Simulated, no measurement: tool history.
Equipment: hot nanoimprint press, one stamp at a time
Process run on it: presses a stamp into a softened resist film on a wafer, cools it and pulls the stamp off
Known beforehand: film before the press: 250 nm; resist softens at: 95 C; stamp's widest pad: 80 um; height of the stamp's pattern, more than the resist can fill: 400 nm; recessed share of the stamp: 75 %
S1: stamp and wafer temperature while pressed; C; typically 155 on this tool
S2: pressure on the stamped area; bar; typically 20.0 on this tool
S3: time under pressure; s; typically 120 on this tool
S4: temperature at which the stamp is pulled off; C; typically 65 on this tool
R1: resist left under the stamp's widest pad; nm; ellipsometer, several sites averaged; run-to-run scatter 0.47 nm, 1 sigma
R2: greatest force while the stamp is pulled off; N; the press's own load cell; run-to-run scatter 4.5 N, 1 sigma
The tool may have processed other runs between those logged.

run   hour   S1    S2   S3  S4     R1   R2
  1    0.0  155  20.0  120  65  116.2  218
  2   10.5  155  20.0  215  65   92.4  216
  3   22.8  155  20.0  215  65   92.4  224
  4   33.8  155  20.0  215  65   93.3  234
  5   49.4  158  20.0  120  65   99.6  231
  6   58.1  155  20.0  120  65  115.4  237
  7   72.3  155  20.0  120  65  114.9  228
  8   85.3  155  20.0  120  65  115.2  227
  9   97.9  155  20.0  120  65  115.5  233
 10  106.2  155  20.0  120  65  115.0  230
 11  121.6  155  20.0  120  65  115.1  243
 12  131.8  155  20.0  120  65  115.3  236
 13  149.3  155  20.0  120  65  114.7  245
 14  160.2  155  20.0  120  65  113.8  238
 15  172.1  155  20.0  120  65  114.9  246

Forecast run 16:
 16  182.6  144  13.6  120  65   ?   ?

Run 16 yielded R1 201.9 nm, R2 249 N.
If the tool had no hidden condition, the same run with the same run-to-run variation would have returned R1 206.0 nm, R2 219 N.
